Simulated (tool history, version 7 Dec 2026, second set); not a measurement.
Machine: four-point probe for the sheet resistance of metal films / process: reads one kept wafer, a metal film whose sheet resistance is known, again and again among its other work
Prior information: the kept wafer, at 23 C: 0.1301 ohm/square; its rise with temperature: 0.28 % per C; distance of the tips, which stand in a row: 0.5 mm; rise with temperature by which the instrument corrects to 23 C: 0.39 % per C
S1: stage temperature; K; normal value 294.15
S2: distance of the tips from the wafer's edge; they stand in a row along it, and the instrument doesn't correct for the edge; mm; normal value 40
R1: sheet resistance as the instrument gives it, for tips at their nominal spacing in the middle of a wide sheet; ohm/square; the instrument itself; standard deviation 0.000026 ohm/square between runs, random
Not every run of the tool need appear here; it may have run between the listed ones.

Run 1, hour 0.0: usual settings. Result: R1 0.129949 ohm/square.
Run 2, hour 55.5: usual settings. Result: R1 0.129901 ohm/square.
Run 3, hour 104.1: usual settings but S2 6 mm. Result: R1 0.130380 ohm/square.
Run 4, hour 167.0: usual settings but S1 297.15 K. Result: R1 0.129533 ohm/square.
Run 5, hour 254.2: usual settings but S1 298.15 K. Result: R1 0.129436 ohm/square.
Run 6, hour 309.8: usual settings but S1 296.15 K. Result: R1 0.129659 ohm/square.
Run 7, hour 398.6: usual settings but S1 298.15 K. Result: R1 0.129432 ohm/square.
Run 8, hour 457.8: usual settings but S1 306.15 K. Result: R1 0.128353 ohm/square.
Run 9, hour 543.9: usual settings but S1 306.15 K. Result: R1 0.128369 ohm/square.
Run 10, hour 633.7: usual settings but S1 306.15 K. Result: R1 0.128367 ohm/square.
Run 11, hour 716.4: usual settings but S1 306.15 K. Result: R1 0.128375 ohm/square.
Run 12, hour 763.9: usual settings. Result: R1 0.129934 ohm/square.
Run 13, hour 846.1: usual settings. Result: R1 0.129985 ohm/square.
Run 14, hour 922.5: usual settings but S1 303.15 K. Result: R1 0.128744 ohm/square.
Run 15, hour 976.7: usual settings but S1 303.15 K. Result: R1 0.128810 ohm/square.
Run 16, hour 1031.2: usual settings but S1 303.15 K. Result: R1 0.128768 ohm/square.
Run 17, hour 1089.6: usual settings but S1 303.15 K. Result: R1 0.128771 ohm/square.
Run 18, hour 1161.1: usual settings. Result: R1 0.129948 ohm/square.
Run 19, hour 1238.8: usual settings. Result: R1 0.129978 ohm/square.
Run 20, hour 1327.4: usual settings but S2 47 mm. Result: R1 0.129921 ohm/square.
Run 21, hour 1393.8: usual settings but S1 300.15 K. Result: R1 0.129179 ohm/square.
Run 22, hour 1454.3: usual settings but S2 6 mm. Result: R1 0.130417 ohm/square.
Run 23, hour 1541.4: usual settings but S1 300.15 K, S2 6 mm. Result: R1 0.129479 ohm/square.
Run 24, hour 1588.4: usual settings. Result: R1 0.129842 ohm/square.
Run 25, hour 1654.3: usual settings but S1 295.15 K, S2 12 mm. Result: R1 0.129749 ohm/square.
Run 26, hour 1714.8: usual settings but S1 300.15 K, S2 70 mm. Result: R1 0.129010 ohm/square.
Run 27, hour 1796.5: usual settings but S1 300.15 K, S2 70 mm. Result: R1 0.128993 ohm/square.
Run 28, hour 1855.4: usual settings but S1 300.15 K, S2 70 mm. Result: R1 0.128966 ohm/square.
Run 29, hour 1924.5: usual settings but S1 297.15 K, S2 18 mm. Result: R1 0.129451 ohm/square.
Run 30, hour 1989.8: usual settings but S1 302.15 K, S2 12 mm. Result: R1 0.128810 ohm/square.
Run 31, hour 2059.6: usual settings but S1 299.15 K, S2 37 mm. Result: R1 0.129117 ohm/square.
Run 32, hour 2135.4: usual settings but S1 304.15 K, S2 9 mm. Result: R1 0.128669 ohm/square.
Run 33, hour 2181.6: usual settings but S1 296.15 K, S2 7 mm. Result: R1 0.129868 ohm/square.
Run 34, hour 2260.1: usual settings but S1 296.15 K, S2 7 mm. Result: R1 0.129868 ohm/square.
Run 35, hour 2321.4: usual settings but S1 291.15 K, S2 5 mm. Result: R1 0.130893 ohm/square.
Run 36, hour 2361.8: usual settings but S1 291.15 K, S2 5 mm. Result: R1 0.130932 ohm/square.
Run 37, hour 2443.1: usual settings but S1 301.15 K, S2 42 mm. Result: R1 0.128852 ohm/square.

Not shown: 1 entry that the log had between the listed runs. Between which runs, and how does the tool's hidden state differ before and after?
In the gap between runs 22 and 23: stage's thermometer calibrated (hour 1532.2)
  inner tips' distance over the nominal, %: -0.405 -> -0.408; tips' flats over new ones', %: 21 -> 22; wafer's true temperature over the reading, C: 0.33 -> -0.03
  difference, measured minus the result without the unlogged condition, R1: -0.000449 -> -0.000584 ohm/square

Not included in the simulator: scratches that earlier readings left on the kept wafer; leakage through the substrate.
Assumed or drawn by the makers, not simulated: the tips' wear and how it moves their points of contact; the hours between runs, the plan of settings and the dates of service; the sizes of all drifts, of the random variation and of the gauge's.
